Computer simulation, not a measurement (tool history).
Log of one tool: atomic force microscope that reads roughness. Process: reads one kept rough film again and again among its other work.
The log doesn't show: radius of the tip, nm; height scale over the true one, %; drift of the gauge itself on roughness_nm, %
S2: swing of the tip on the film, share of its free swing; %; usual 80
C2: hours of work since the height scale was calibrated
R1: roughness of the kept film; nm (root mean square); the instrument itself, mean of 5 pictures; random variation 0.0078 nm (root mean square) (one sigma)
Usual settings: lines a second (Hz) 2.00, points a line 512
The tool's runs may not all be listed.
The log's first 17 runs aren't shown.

-- hour=650.9 new tip fitted
run 18 hour=663.0 | lines_a_second_(Hz)=1.51 S2=80 points_a_line=512 | pictures_with_this_tip=19 C2=522 | R1=1.682
run 19 hour=686.2 | lines_a_second_(Hz)=1.51 S2=80 points_a_line=512 | pictures_with_this_tip=54 C2=534 | R1=1.602
run 20 hour=724.5 | lines_a_second_(Hz)=3.27 S2=62 points_a_line=341 | pictures_with_this_tip=113 C2=552 | R1=1.533
-- hour=740.8 new tip fitted
run 21 hour=755.0 | lines_a_second_(Hz)=3.27 S2=74 points_a_line=362 | pictures_with_this_tip=21 C2=567 | R1=1.585
run 22 hour=807.5 | lines_a_second_(Hz)=0.83 S2=79 points_a_line=512 | pictures_with_this_tip=102 C2=592 | R1=1.631
-- hour=829.6 new tip fitted
run 23 hour=856.4 | lines_a_second_(Hz)=0.83 S2=62 points_a_line=512 | pictures_with_this_tip=42 C2=615 | R1=1.824
run 24 hour=892.9 | lines_a_second_(Hz)=0.83 S2=72 points_a_line=512 | pictures_with_this_tip=98 C2=633 | R1=1.652
-- hour=918.0 new tip fitted
run 25 hour=948.8 | lines_a_second_(Hz)=1.05 S2=73 points_a_line=658 | pictures_with_this_tip=47 C2=660 | R1=1.730
run 26 hour=987.7 | lines_a_second_(Hz)=1.71 S2=73 points_a_line=355 | pictures_with_this_tip=107 C2=679 | R1=1.553
-- hour=1005.4 new tip fitted
run 27 hour=1015.8 | lines_a_second_(Hz)=1.71 S2=73 points_a_line=355 | pictures_with_this_tip=15 C2=692 | R1=1.751
run 28 hour=1046.9 | lines_a_second_(Hz)=1.07 S2=65 points_a_line=830 | pictures_with_this_tip=63 C2=707 | R1=1.756
run 29 hour=1071.5 | lines_a_second_(Hz)=1.07 S2=65 points_a_line=830 | pictures_with_this_tip=101 C2=719 | R1=1.659
-- hour=1094.6 new tip fitted
run 30 hour=1117.3 | lines_a_second_(Hz)=0.69 S2=82 points_a_line=691 | pictures_with_this_tip=35 C2=741 | R1=1.755
run 31 hour=1140.2 | lines_a_second_(Hz)=1.75 S2=57 points_a_line=532 | pictures_with_this_tip=70 C2=752 | R1=1.726
-- hour=1182.6 new tip fitted
run 32 hour=1185.4 | lines_a_second_(Hz)=2.00 S2=80 points_a_line=438 | pictures_with_this_tip=4 C2=774 | R1=1.663
run 33 hour=1237.7 | lines_a_second_(Hz)=0.92 S2=56 points_a_line=337 | pictures_with_this_tip=84 C2=799 | R1=1.716

Forecast each of these 4 alternatives for the next run:
-- hour=1273.2 new tip fitted
run A hour=1287.8 | lines_a_second_(Hz)=0.92 S2=65 points_a_line=495 | pictures_with_this_tip=23 C2=823 | R1=?
-- hour=1273.2 new tip fitted
run B hour=1287.8 | lines_a_second_(Hz)=2.00 S2=80 points_a_line=261 | pictures_with_this_tip=23 C2=823 | R1=?
-- hour=1273.2 new tip fitted
run C hour=1287.8 | lines_a_second_(Hz)=0.86 S2=56 points_a_line=337 | pictures_with_this_tip=23 C2=823 | R1=?
-- hour=1273.2 new tip fitted
run D hour=1287.8 | lines_a_second_(Hz)=0.92 S2=82 points_a_line=337 | pictures_with_this_tip=23 C2=823 | R1=?

run=A R1=1.856
run=B R1=1.613
run=C R1=1.873
run=D R1=1.745
Without the tool's hidden state the same runs would have given:
run=A R1=1.909
run=B R1=1.660
run=C R1=1.927
run=D R1=1.795
